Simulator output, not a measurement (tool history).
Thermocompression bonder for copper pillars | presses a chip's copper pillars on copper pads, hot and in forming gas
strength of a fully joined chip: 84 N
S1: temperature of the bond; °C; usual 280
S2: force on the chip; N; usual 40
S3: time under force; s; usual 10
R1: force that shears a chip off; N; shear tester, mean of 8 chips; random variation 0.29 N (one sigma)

run   hour   S1  S2  S3    R1
  1      0  280  40  10  41.1
  2   31.2  280  40  10  40.8
  3   54.4  280  29  10  33.7
  4   85.3  280  29  10  33.4
  5    105  280  29  10  32.9
  6  135.8  280  40  10  39.4
  7  167.5  280  55  10  47.1
  8  199.2  280  26  10  30.7
       220  -- forming gas filter changed
  9  228.5  280  40  11    44
 10    244  280  40  11  43.2
 11  270.2  291  29   5  30.1
 12  303.1  291  29   5    30
 13  321.5  268  59  10  44.9
 14  336.1  268  59  10  44.5
 15    368  267  49  12  41.4
 16  394.3  299  54  12  58.3
 17  424.7  292  57  21  63.5
 18  451.9  309  57  21  68.5
 19  473.8  285  45  25  56.7

Measured less the same run without the tool's hidden state. The same run-to-run variation is in both; the gauge's scatter may not be:
The hidden state here: true temperature of the bond over the reading, C; force that reaches the chip, % of what is set; oxide that the forming gas leaves, % of the face; drift of the gauge itself on shear_n, %.
run    R1
  1  -1.4
  2  -1.8
  3  -1.8
  4  -2.2
  5  -2.4
  6  -3.4
  7  -4.6
  8  -3.3
  9  -0.3
 10  -0.5
 11  -0.6
 12    -1
 13  -1.9
 14    -2
 15  -2.5
 16  -3.7
 17  -4.7
 18  -5.7
 19  -5.4
